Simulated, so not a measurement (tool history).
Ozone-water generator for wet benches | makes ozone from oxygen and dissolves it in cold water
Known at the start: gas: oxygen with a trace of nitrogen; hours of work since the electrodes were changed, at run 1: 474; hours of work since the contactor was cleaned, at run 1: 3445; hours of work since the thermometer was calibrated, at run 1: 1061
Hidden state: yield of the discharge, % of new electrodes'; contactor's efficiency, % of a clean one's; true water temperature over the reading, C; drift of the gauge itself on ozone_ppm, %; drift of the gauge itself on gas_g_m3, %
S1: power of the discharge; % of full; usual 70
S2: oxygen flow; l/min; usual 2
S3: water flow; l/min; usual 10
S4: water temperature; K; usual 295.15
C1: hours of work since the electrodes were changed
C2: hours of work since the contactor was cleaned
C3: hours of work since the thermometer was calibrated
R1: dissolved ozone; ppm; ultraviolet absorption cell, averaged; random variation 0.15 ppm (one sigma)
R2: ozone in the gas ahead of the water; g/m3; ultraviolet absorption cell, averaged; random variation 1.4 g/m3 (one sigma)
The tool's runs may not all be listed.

run     day  S1    S2  S3      S4    C1    C2    C3    R1     R2
  1       0  70     2  10  295.15   474  3445  1061  18.2  254.5
  2   2.762  70     2  10  295.15   533  3504  1121  18.3  255.4
  3   7.567  70     2  10  295.15   637  3607  1224  18.4  252.5
  4  11.054  70     2  10  295.15   712  3682  1299  18.2  254.8
  5  16.675  70     2  10  295.15   832  3803  1420  18.2  253.8
  6   20.65  70  1.51   9  299.15   918  3888  1505  18.6    298
  7  23.667  70  1.51   9  299.15   983  3953  1570  18.7  297.6
  8  30.246  70  2.31  10  298.15  1124  4095  1711  17.6  233.9

The next listed run, before its measurement:
  9  35.1  63   2  10  298.15  1228  4199  1816   ?   ?

Run 9 gave R1 16 ppm, R2 233.5 g/m3.
Without the tool's hidden state the same run would have given R1 16 ppm, R2 233.6 g/m3.
